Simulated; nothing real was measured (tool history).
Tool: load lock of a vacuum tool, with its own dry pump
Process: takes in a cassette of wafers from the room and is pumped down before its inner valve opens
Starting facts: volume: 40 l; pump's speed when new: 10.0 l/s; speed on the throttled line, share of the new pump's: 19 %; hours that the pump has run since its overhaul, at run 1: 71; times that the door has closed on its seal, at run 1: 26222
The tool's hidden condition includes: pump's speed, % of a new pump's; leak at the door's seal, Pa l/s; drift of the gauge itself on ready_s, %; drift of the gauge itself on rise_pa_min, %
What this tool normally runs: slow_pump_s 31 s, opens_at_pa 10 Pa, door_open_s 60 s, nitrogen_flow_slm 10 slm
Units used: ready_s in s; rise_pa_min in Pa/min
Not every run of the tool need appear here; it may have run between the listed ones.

run,day,slow_pump_s,opens_at_pa,door_open_s,nitrogen_flow_slm,hours that the pump has run since its overhaul,times that the door has closed on its seal,"incoming humidity of the room's air, %",ready_s,rise_pa_min
1,0,31,10,60,10,71,26222,41.3,61.5,0.032
2,5.104,31,10,60,10,193,26777,45.6,61.4,0.037
3,9.746,31,10,60,10,305,27282,42.7,61.4,0.025
4,18.2,31,10,60,10,508,28202,44.2,61.8,0.032
5,23.454,31,10,60,10,634,28773,43.9,62.3,0.029
6,32.45,31,10,58,10,850,29752,49.7,61.5,0.033
7,39.271,31,10,58,10,1013,30493,45.9,63.1,0.035
8,43.662,29,12,185,16,1119,30971,46.4,60.8,0.044
9,51.121,29,12,185,16,1298,31782,47.7,59.1,0.048
10,57.496,29,12,185,16,1451,32476,42.9,59.9,0.045
11,63.125,29,12,185,16,1586,33089,44.5,60.1,0.047

Run 12 comes next. What will it give?
12,70.975,32,12,185,27,1774,33942,44.4,?,?

ready_s: 62.3 s
rise_pa_min: 0.037 Pa/min
Without the tool's hidden state the same run would have given ready_s 62.3 s, rise_pa_min 0.036 Pa/min.
